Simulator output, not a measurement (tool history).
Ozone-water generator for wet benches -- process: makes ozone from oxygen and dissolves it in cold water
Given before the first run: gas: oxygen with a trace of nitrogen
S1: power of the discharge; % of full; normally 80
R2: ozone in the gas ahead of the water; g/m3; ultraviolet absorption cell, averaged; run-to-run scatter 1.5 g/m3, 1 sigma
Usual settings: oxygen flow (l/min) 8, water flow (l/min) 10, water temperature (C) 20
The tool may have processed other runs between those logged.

run 1 day=0 | S1=80 oxygen_flow_(l/min)=8 water_flow_(l/min)=10 water_temperature_(C)=20 | dissolved_ozone_(ppm)=54.5 R2=286.4
run 2 day=3.575 | S1=80 oxygen_flow_(l/min)=8 water_flow_(l/min)=10 water_temperature_(C)=20 | dissolved_ozone_(ppm)=54.3 R2=288.2
run 3 day=5.429 | S1=80 oxygen_flow_(l/min)=8 water_flow_(l/min)=10 water_temperature_(C)=20 | dissolved_ozone_(ppm)=54.8 R2=291
run 4 day=8.812 | S1=80 oxygen_flow_(l/min)=8 water_flow_(l/min)=10 water_temperature_(C)=20 | dissolved_ozone_(ppm)=53.9 R2=288.4
run 5 day=10.908 | S1=80 oxygen_flow_(l/min)=8 water_flow_(l/min)=10 water_temperature_(C)=25 | dissolved_ozone_(ppm)=48.3 R2=290.9
-- day=11.454 water thermometer calibrated
run 6 day=15.183 | S1=80 oxygen_flow_(l/min)=8 water_flow_(l/min)=10 water_temperature_(C)=23 | dissolved_ozone_(ppm)=50.6 R2=288
run 7 day=17.971 | S1=80 oxygen_flow_(l/min)=4.68 water_flow_(l/min)=10 water_temperature_(C)=20 | dissolved_ozone_(ppm)=55.7 R2=354.2
run 8 day=20.683 | S1=54 oxygen_flow_(l/min)=8 water_flow_(l/min)=10 water_temperature_(C)=20 | dissolved_ozone_(ppm)=38.9 R2=211
run 9 day=23.088 | S1=58 oxygen_flow_(l/min)=8 water_flow_(l/min)=10 water_temperature_(C)=20 | dissolved_ozone_(ppm)=41.6 R2=224
run 10 day=25.012 | S1=58 oxygen_flow_(l/min)=8 water_flow_(l/min)=10 water_temperature_(C)=20 | dissolved_ozone_(ppm)=41.5 R2=223
run 11 day=29.129 | S1=80 oxygen_flow_(l/min)=4.46 water_flow_(l/min)=10 water_temperature_(C)=20 | dissolved_ozone_(ppm)=56 R2=359
run 12 day=30.958 | S1=80 oxygen_flow_(l/min)=8 water_flow_(l/min)=10 water_temperature_(C)=20 | dissolved_ozone_(ppm)=54.8 R2=290.3
run 13 day=33.088 | S1=80 oxygen_flow_(l/min)=10.52 water_flow_(l/min)=10 water_temperature_(C)=20 | dissolved_ozone_(ppm)=53 R2=263.2
run 14 day=36.983 | S1=80 oxygen_flow_(l/min)=10.52 water_flow_(l/min)=10 water_temperature_(C)=20 | dissolved_ozone_(ppm)=52.7 R2=262.2
run 15 day=40.4 | S1=80 oxygen_flow_(l/min)=8 water_flow_(l/min)=10 water_temperature_(C)=20 | dissolved_ozone_(ppm)=54.2 R2=289.6
run 16 day=42.238 | S1=80 oxygen_flow_(l/min)=8 water_flow_(l/min)=10 water_temperature_(C)=20 | dissolved_ozone_(ppm)=55.5 R2=291.5
run 17 day=44.35 | S1=46 oxygen_flow_(l/min)=4.08 water_flow_(l/min)=16 water_temperature_(C)=16 | dissolved_ozone_(ppm)=26.3 R2=237.2
run 18 day=47.071 | S1=46 oxygen_flow_(l/min)=4.08 water_flow_(l/min)=16 water_temperature_(C)=16 | dissolved_ozone_(ppm)=26.6 R2=235.4
run 19 day=49.479 | S1=41 oxygen_flow_(l/min)=6.34 water_flow_(l/min)=8 water_temperature_(C)=25 | dissolved_ozone_(ppm)=31.2 R2=181.8
run 20 day=53.471 | S1=41 oxygen_flow_(l/min)=6.34 water_flow_(l/min)=8 water_temperature_(C)=25 | dissolved_ozone_(ppm)=31.3 R2=183.1
run 21 day=57.738 | S1=41 oxygen_flow_(l/min)=8.86 water_flow_(l/min)=15 water_temperature_(C)=25 | dissolved_ozone_(ppm)=22.5 R2=160.9
run 22 day=59.575 | S1=76 oxygen_flow_(l/min)=8 water_flow_(l/min)=10 water_temperature_(C)=13 | dissolved_ozone_(ppm)=61.1 R2=281.9
run 23 day=63.346 | S1=76 oxygen_flow_(l/min)=8 water_flow_(l/min)=10 water_temperature_(C)=13 | dissolved_ozone_(ppm)=60.8 R2=282.5
run 24 day=65.612 | S1=63 oxygen_flow_(l/min)=8 water_flow_(l/min)=10 water_temperature_(C)=23 | dissolved_ozone_(ppm)=41.4 R2=242.9
-- day=67.996 contactor cleaned
run 25 day=68.604 | S1=93 oxygen_flow_(l/min)=4.56 water_flow_(l/min)=7 water_temperature_(C)=15 | dissolved_ozone_(ppm)=84.9 R2=412.7
run 26 day=72.246 | S1=93 oxygen_flow_(l/min)=4.56 water_flow_(l/min)=7 water_temperature_(C)=15 | dissolved_ozone_(ppm)=85.4 R2=413.9
run 27 day=74.067 | S1=93 oxygen_flow_(l/min)=4.56 water_flow_(l/min)=7 water_temperature_(C)=15 | dissolved_ozone_(ppm)=84.2 R2=411.5
run 28 day=76.525 | S1=45 oxygen_flow_(l/min)=8 water_flow_(l/min)=9 water_temperature_(C)=20 | dissolved_ozone_(ppm)=35.9 R2=182.2
run 29 day=79.617 | S1=50 oxygen_flow_(l/min)=8 water_flow_(l/min)=10 water_temperature_(C)=20 | dissolved_ozone_(ppm)=37 R2=199.5
run 30 day=82.258 | S1=51 oxygen_flow_(l/min)=11.35 water_flow_(l/min)=10 water_temperature_(C)=20 | dissolved_ozone_(ppm)=35.8 R2=179.1
run 31 day=84.658 | S1=51 oxygen_flow_(l/min)=11.35 water_flow_(l/min)=10 water_temperature_(C)=26 | dissolved_ozone_(ppm)=30.2 R2=178.7
run 32 day=87.633 | S1=43 oxygen_flow_(l/min)=7.64 water_flow_(l/min)=10 water_temperature_(C)=20 | dissolved_ozone_(ppm)=32.5 R2=178.2

Consider 3 possible next runs. They are alternatives, not a sequence: every one starts from the tool as it was left by run 32. What does each give?
run A day=90.471 | S1=43 oxygen_flow_(l/min)=6.83 water_flow_(l/min)=6 water_temperature_(C)=12 | dissolved_ozone_(ppm)=? R2=?
run B day=90.471 | S1=80 oxygen_flow_(l/min)=8 water_flow_(l/min)=9 water_temperature_(C)=20 | dissolved_ozone_(ppm)=? R2=?
run C day=90.471 | S1=91 oxygen_flow_(l/min)=9.41 water_flow_(l/min)=14 water_temperature_(C)=20 | dissolved_ozone_(ppm)=? R2=?

run=A dissolved_ozone_(ppm)=48.9 R2=185.9
run=B dissolved_ozone_(ppm)=57.1 R2=294.8
run=C dissolved_ozone_(ppm)=50.1 R2=312.1
What these runs would have given with no unlogged condition in the tool:
run=A dissolved_ozone_(ppm)=48.9 R2=181.4
run=B dissolved_ozone_(ppm)=57.1 R2=287.9
run=C dissolved_ozone_(ppm)=50.2 R2=304.8
